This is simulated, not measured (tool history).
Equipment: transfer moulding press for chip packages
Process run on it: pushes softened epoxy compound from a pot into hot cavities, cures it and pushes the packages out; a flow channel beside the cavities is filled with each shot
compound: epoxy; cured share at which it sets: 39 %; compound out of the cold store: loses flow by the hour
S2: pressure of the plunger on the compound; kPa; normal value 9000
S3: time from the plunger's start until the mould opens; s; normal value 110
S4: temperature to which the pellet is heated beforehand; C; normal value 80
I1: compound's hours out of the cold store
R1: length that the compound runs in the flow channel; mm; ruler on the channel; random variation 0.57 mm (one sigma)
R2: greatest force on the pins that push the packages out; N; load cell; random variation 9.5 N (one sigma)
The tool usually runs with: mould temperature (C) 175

run 1 hour=0 | mould_temperature_(C)=175 S2=9000 S3=110 S4=80 | I1=13.2 | R1=547.9 R2=568
run 2 hour=10.8 | mould_temperature_(C)=175 S2=9000 S3=110 S4=80 | I1=15.6 | R1=540.3 R2=571
run 3 hour=19.7 | mould_temperature_(C)=175 S2=9000 S3=99 S4=80 | I1=11.3 | R1=552.1 R2=698
run 4 hour=37 | mould_temperature_(C)=175 S2=9000 S3=99 S4=80 | I1=8.3 | R1=561.1 R2=734
run 5 hour=49.2 | mould_temperature_(C)=175 S2=9130 S3=110 S4=80 | I1=13.1 | R1=549.7 R2=648
-- hour=55.3 cavities cleaned with cleaning compound and waxed
run 6 hour=61.7 | mould_temperature_(C)=175 S2=9000 S3=110 S4=80 | I1=32.4 | R1=494 R2=667
run 7 hour=73.5 | mould_temperature_(C)=175 S2=9000 S3=110 S4=80 | I1=18.7 | R1=529.6 R2=676
run 8 hour=90 | mould_temperature_(C)=175 S2=9000 S3=110 S4=80 | I1=24 | R1=514.7 R2=693
run 9 hour=107.6 | mould_temperature_(C)=175 S2=9000 S3=110 S4=80 | I1=44 | R1=465.3 R2=642
run 10 hour=125 | mould_temperature_(C)=175 S2=9000 S3=110 S4=80 | I1=41.8 | R1=469.5 R2=644
-- hour=134.7 cavities cleaned with cleaning compound and waxed
-- hour=137.1 cavities cleaned with cleaning compound and waxed, once more
run 11 hour=142.4 | mould_temperature_(C)=175 S2=9000 S3=110 S4=81 | I1=29.2 | R1=498.9 R2=471
run 12 hour=155.2 | mould_temperature_(C)=175 S2=9000 S3=110 S4=80 | I1=38.3 | R1=477 R2=511
run 13 hour=165.4 | mould_temperature_(C)=171 S2=9000 S3=110 S4=80 | I1=33.2 | R1=494.3 R2=613
run 14 hour=176.4 | mould_temperature_(C)=171 S2=9000 S3=110 S4=80 | I1=33.7 | R1=492.5 R2=668
run 15 hour=186.8 | mould_temperature_(C)=169 S2=9000 S3=110 S4=80 | I1=12.3 | R1=553.9 R2=817
run 16 hour=196.5 | mould_temperature_(C)=175 S2=9850 S3=133 S4=88 | I1=42.9 | R1=484.2 R2=541
-- hour=211 plunger's sealing rings changed
run 17 hour=211 | mould_temperature_(C)=175 S2=9890 S3=148 S4=77 | I1=41.2 | R1=501.8 R2=549
-- hour=218.1 cavities cleaned with cleaning compound and waxed
run 18 hour=221.8 | mould_temperature_(C)=180 S2=10690 S3=118 S4=78 | I1=16.9 | R1=578.5 R2=394
run 19 hour=233.7 | mould_temperature_(C)=175 S2=8810 S3=110 S4=70 | I1=8.7 | R1=556.9 R2=502
run 20 hour=251.3 | mould_temperature_(C)=183 S2=9000 S3=110 S4=80 | I1=29.8 | R1=491 R2=497
run 21 hour=264.9 | mould_temperature_(C)=171 S2=7970 S3=110 S4=72 | I1=15.4 | R1=519 R2=735
run 22 hour=278.6 | mould_temperature_(C)=167 S2=7100 S3=110 S4=80 | I1=19.6 | R1=484.5 R2=971
run 23 hour=293.5 | mould_temperature_(C)=167 S2=7100 S3=110 S4=80 | I1=20.7 | R1=481.7 R2=947
-- hour=297.2 cavities cleaned with cleaning compound and waxed
run 24 hour=311.1 | mould_temperature_(C)=174 S2=10210 S3=103 S4=71 | I1=39.5 | R1=510.8 R2=537
run 25 hour=318.8 | mould_temperature_(C)=170 S2=7980 S3=125 S4=84 | I1=31.8 | R1=476 R2=523
run 26 hour=332.1 | mould_temperature_(C)=170 S2=7980 S3=125 S4=84 | I1=30.2 | R1=479.8 R2=566
run 27 hour=345.1 | mould_temperature_(C)=170 S2=7980 S3=125 S4=84 | I1=13.3 | R1=523.3 R2=639
run 28 hour=362.8 | mould_temperature_(C)=170 S2=7980 S3=125 S4=84 | I1=30.3 | R1=477.5 R2=621

Each row is a separate what-if for the run after 28, all from the same tool condition, not one after another. Results?
run A hour=373.9 | mould_temperature_(C)=178 S2=7980 S3=104 S4=84 | I1=34.9 | R1=? R2=?
run B hour=373.9 | mould_temperature_(C)=179 S2=9950 S3=90 S4=80 | I1=35.6 | R1=? R2=?
run C hour=373.9 | mould_temperature_(C)=170 S2=7980 S3=116 S4=84 | I1=20 | R1=? R2=?
run D hour=373.9 | mould_temperature_(C)=172 S2=7980 S3=125 S4=73 | I1=40.5 | R1=? R2=?

run=A R1=454.4 R2=611
run=B R1=503.3 R2=673
run=C R1=502.6 R2=719
run=D R1=450 R2=596
Take away the tool's hidden state, keep each run's random variation, and the runs would have read:
run=A R1=461.4 R2=424
run=B R1=511 R2=470
run=C R1=510.4 R2=508
run=D R1=456.9 R2=413

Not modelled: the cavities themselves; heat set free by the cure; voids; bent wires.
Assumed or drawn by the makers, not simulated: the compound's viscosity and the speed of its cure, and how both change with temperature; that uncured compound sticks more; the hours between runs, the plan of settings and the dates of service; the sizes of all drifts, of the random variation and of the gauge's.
